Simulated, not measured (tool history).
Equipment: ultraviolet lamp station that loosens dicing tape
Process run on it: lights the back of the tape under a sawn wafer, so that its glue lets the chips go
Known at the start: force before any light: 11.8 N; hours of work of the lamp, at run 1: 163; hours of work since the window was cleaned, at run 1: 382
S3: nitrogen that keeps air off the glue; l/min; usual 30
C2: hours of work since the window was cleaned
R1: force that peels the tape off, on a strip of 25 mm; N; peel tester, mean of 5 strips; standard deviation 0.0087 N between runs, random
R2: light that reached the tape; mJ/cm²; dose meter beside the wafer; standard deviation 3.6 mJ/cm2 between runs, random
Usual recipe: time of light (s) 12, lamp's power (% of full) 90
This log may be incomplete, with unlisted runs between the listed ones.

Run 1, day 0.000: usual settings; hours of work of the lamp 163; C2 382. Result: R1 0.360 N, R2 605 mJ/cm².
Run 2, day 0.238: usual settings; hours of work of the lamp 167; C2 386. Result: R1 0.354 N, R2 601 mJ/cm².
Run 3, day 0.442: usual settings; hours of work of the lamp 170; C2 390. Result: R1 0.371 N, R2 612 mJ/cm².
Run 4, day 0.775: usual settings; hours of work of the lamp 176; C2 396. Result: R1 0.356 N, R2 605 mJ/cm².
Run 5, day 0.954: usual settings; hours of work of the lamp 179; C2 399. Result: R1 0.344 N, R2 606 mJ/cm².
At day 1.221: window cleaned of glue's vapour.
Run 6, day 1.225: usual settings; hours of work of the lamp 184; C2 0. Result: R1 0.362 N, R2 603 mJ/cm².
Run 7, day 1.596: usual settings; hours of work of the lamp 190; C2 7. Result: R1 0.353 N, R2 603 mJ/cm².
Run 8, day 1.771: usual settings; hours of work of the lamp 193; C2 10. Result: R1 0.344 N, R2 608 mJ/cm².
Run 9, day 2.117: usual settings but lamp's power (% of full) 69; hours of work of the lamp 199; C2 16. Result: R1 0.709 N, R2 466 mJ/cm².
Run 10, day 2.454: usual settings but S3 36 l/min; hours of work of the lamp 205; C2 22. Result: R1 0.316 N, R2 601 mJ/cm².
Run 11, day 2.683: usual settings; hours of work of the lamp 209; C2 26. Result: R1 0.358 N, R2 603 mJ/cm².
Run 12, day 2.933: usual settings; hours of work of the lamp 214; C2 30. Result: R1 0.361 N, R2 603 mJ/cm².
Run 13, day 3.100: usual settings; hours of work of the lamp 217; C2 33. Result: R1 0.340 N, R2 598 mJ/cm².
Run 14, day 3.454: usual settings; hours of work of the lamp 223; C2 39. Result: R1 0.353 N, R2 605 mJ/cm².
Run 15, day 3.858: usual settings; hours of work of the lamp 230; C2 46. Result: R1 0.342 N, R2 600 mJ/cm².
Run 16, day 4.212: usual settings but time of light (s) 9; hours of work of the lamp 236; C2 52. Result: R1 0.743 N, R2 449 mJ/cm².
Run 17, day 4.575: usual settings but lamp's power (% of full) 78; hours of work of the lamp 243; C2 59. Result: R1 0.512 N, R2 523 mJ/cm².
Run 18, day 4.812: usual settings but lamp's power (% of full) 78; hours of work of the lamp 247; C2 63. Result: R1 0.512 N, R2 520 mJ/cm².
Run 19, day 5.046: usual settings but lamp's power (% of full) 78; hours of work of the lamp 251; C2 67. Result: R1 0.549 N, R2 520 mJ/cm².
Run 20, day 5.383: usual settings but lamp's power (% of full) 78; hours of work of the lamp 257; C2 73. Result: R1 0.521 N, R2 518 mJ/cm².
Run 21, day 5.754: usual settings but lamp's power (% of full) 78; hours of work of the lamp 263; C2 80. Result: R1 0.521 N, R2 517 mJ/cm².
Run 22, day 6.117: usual settings but time of light (s) 11, lamp's power (% of full) 62, S3 23 l/min; hours of work of the lamp 270; C2 86. Result: R1 1.426 N, R2 373 mJ/cm².
Run 23, day 6.421: usual settings but time of light (s) 19, S3 25 l/min; hours of work of the lamp 275; C2 91. Result: R1 0.146 N, R2 942 mJ/cm².
Run 24, day 6.617: usual settings but time of light (s) 21, lamp's power (% of full) 78; hours of work of the lamp 278; C2 95. Result: R1 0.138 N, R2 901 mJ/cm².
Run 25, day 6.817: usual settings but S3 14 l/min; hours of work of the lamp 282; C2 98. Result: R1 0.751 N, R2 590 mJ/cm².

Estimate the outcome of run 26 from the log above:
Run 26, day 6.979: usual settings but S3 14 l/min; hours of work of the lamp 285; C2 101. Result: R1 ?, R2 ?.

{"run 26": {"R1": 0.711, "R2": 593}}
With the hidden condition absent and the run-to-run variation left alone, this run would have shown R1 0.707 N, R2 609 mJ/cm².
